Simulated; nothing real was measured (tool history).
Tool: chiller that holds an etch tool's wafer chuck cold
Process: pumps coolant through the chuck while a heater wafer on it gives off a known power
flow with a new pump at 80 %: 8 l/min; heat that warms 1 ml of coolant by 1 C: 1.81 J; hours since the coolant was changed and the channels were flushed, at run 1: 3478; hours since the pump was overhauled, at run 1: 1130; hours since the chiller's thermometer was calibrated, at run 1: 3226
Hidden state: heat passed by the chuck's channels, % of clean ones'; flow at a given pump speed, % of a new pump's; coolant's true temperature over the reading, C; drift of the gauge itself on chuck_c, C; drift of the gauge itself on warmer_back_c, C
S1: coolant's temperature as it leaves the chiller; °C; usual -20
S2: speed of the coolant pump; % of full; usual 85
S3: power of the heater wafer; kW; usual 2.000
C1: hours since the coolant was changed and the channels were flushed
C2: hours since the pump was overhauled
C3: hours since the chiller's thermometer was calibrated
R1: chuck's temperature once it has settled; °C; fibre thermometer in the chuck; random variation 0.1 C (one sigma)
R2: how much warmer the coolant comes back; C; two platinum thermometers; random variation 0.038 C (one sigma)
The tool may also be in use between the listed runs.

run 1 hour=0.0 | S1=-20 S2=85 S3=2.000 | C1=3478 C2=1130 C3=3226 | R1=-4.8 R2=7.86
run 2 hour=48.0 | S1=-20 S2=85 S3=2.000 | C1=3526 C2=1178 C3=3274 | R1=-4.7 R2=7.79
run 3 hour=118.8 | S1=-20 S2=85 S3=2.000 | C1=3597 C2=1249 C3=3345 | R1=-4.9 R2=7.79
run 4 hour=207.9 | S1=-20 S2=85 S3=2.000 | C1=3686 C2=1338 C3=3434 | R1=-4.8 R2=7.80
run 5 hour=288.8 | S1=-20 S2=85 S3=2.000 | C1=3767 C2=1419 C3=3515 | R1=-4.9 R2=7.73
run 6 hour=359.7 | S1=-20 S2=85 S3=2.296 | C1=3838 C2=1490 C3=3585 | R1=-2.4 R2=8.94
run 7 hour=426.9 | S1=-20 S2=94 S3=2.296 | C1=3905 C2=1557 C3=3653 | R1=-3.8 R2=8.06
run 8 hour=502.2 | S1=-20 S2=94 S3=2.296 | C1=3980 C2=1633 C3=3728 | R1=-3.8 R2=8.08
run 9 hour=550.9 | S1=-20 S2=94 S3=2.296 | C1=4029 C2=1681 C3=3777 | R1=-3.7 R2=8.07
run 10 hour=611.4 | S1=-20 S2=94 S3=2.296 | C1=4090 C2=1742 C3=3837 | R1=-3.8 R2=7.99
run 11 hour=664.1 | S1=-20 S2=85 S3=2.673 | C1=4142 C2=1794 C3=3890 | R1=0.3 R2=10.38
run 12 hour=747.0 | S1=-20 S2=85 S3=2.000 | C1=4225 C2=1877 C3=3973 | R1=-4.8 R2=7.66
run 13 hour=833.2 | S1=-20 S2=85 S3=2.000 | C1=4311 C2=1964 C3=4059 | R1=-4.7 R2=7.68
run 14 hour=886.0 | S1=-20 S2=85 S3=2.000 | C1=4364 C2=2016 C3=4112 | R1=-4.7 R2=7.69
run 15 hour=930.5 | S1=-20 S2=85 S3=2.284 | C1=4409 C2=2061 C3=4156 | R1=-2.6 R2=8.76
run 16 hour=1021.5 | S1=-20 S2=85 S3=2.284 | C1=4500 C2=2152 C3=4247 | R1=-2.7 R2=8.73
run 17 hour=1090.3 | S1=-20 S2=85 S3=2.284 | C1=4568 C2=2221 C3=4316 | R1=-2.5 R2=8.71
run 18 hour=1150.6 | S1=-20 S2=82 S3=1.589 | C1=4629 C2=2281 C3=4376 | R1=-7.6 R2=6.23
run 19 hour=1190.8 | S1=-20 S2=95 S3=1.966 | C1=4669 C2=2321 C3=4417 | R1=-6.2 R2=6.68
run 20 hour=1271.4 | S1=-25 S2=85 S3=1.966 | C1=4750 C2=2402 C3=4497 | R1=-10.3 R2=7.46
run 21 hour=1336.7 | S1=-16 S2=85 S3=1.960 | C1=4815 C2=2467 C3=4562 | R1=-1.0 R2=7.42
-- hour=1370.4 coolant changed, channels flushed
run 22 hour=1385.5 | S1=-27 S2=85 S3=1.960 | C1=15 C2=2510 C3=4605 | R1=-12.1 R2=7.31
run 23 hour=1460.3 | S1=-22 S2=83 S3=2.347 | C1=90 C2=2585 C3=4680 | R1=-3.9 R2=9.08
run 24 hour=1502.6 | S1=-22 S2=75 S3=2.347 | C1=132 C2=2627 C3=4722 | R1=-2.7 R2=10.10
run 25 hour=1565.5 | S1=-22 S2=75 S3=2.347 | C1=195 C2=2690 C3=4785 | R1=-2.7 R2=10.09
run 26 hour=1614.4 | S1=-22 S2=75 S3=2.347 | C1=244 C2=2739 C3=4834 | R1=-2.5 R2=9.99
run 27 hour=1699.2 | S1=-21 S2=61 S3=2.347 | C1=329 C2=2824 C3=4919 | R1=1.4 R2=12.32
run 28 hour=1743.8 | S1=-17 S2=74 S3=2.959 | C1=373 C2=2868 C3=4964 | R1=7.7 R2=12.92
run 29 hour=1833.9 | S1=-26 S2=67 S3=2.414 | C1=463 C2=2958 C3=5054 | R1=-4.6 R2=11.49
-- hour=1868.4 chiller's thermometer calibrated
run 30 hour=1880.1 | S1=-21 S2=90 S3=2.000 | C1=509 C2=3003 C3=12 | R1=-6.4 R2=6.96
-- hour=1895.2 gauge calibrated
run 31 hour=1938.8 | S1=-11 S2=68 S3=1.529 | C1=567 C2=3062 C3=70 | R1=2.6 R2=7.50

Some steps in R2 between neighbouring runs. How much of each would the tool show without its hidden state too (settings, what came in, random variation), and how much is left for the hidden state, with any gauge scatter that isn't in both results?
Run 9 -> 10: no setting changed, nothing entered. R2 -0.08 C: hidden state -0.03, all else -0.05.
Run 11 -> 12: S3 2.673 -> 2.000. R2 -2.72 C: hidden state -0.02, all else -2.70.
Run 17 -> 18: S2 85 -> 82, S3 2.284 -> 1.589. R2 -2.48 C: hidden state -0.03, all else -2.45.
Run 29 -> 30: S1 -26 -> -21, S2 67 -> 90, S3 2.414 -> 2.000, chiller's thermometer calibrated. R2 -4.53 C: hidden state -0.01, all else -4.52.
Run 30 -> 31: S1 -21 -> -11, S2 90 -> 68, S3 2.000 -> 1.529, gauge calibrated. R2 +0.54 C: hidden state +0.38, all else +0.16.
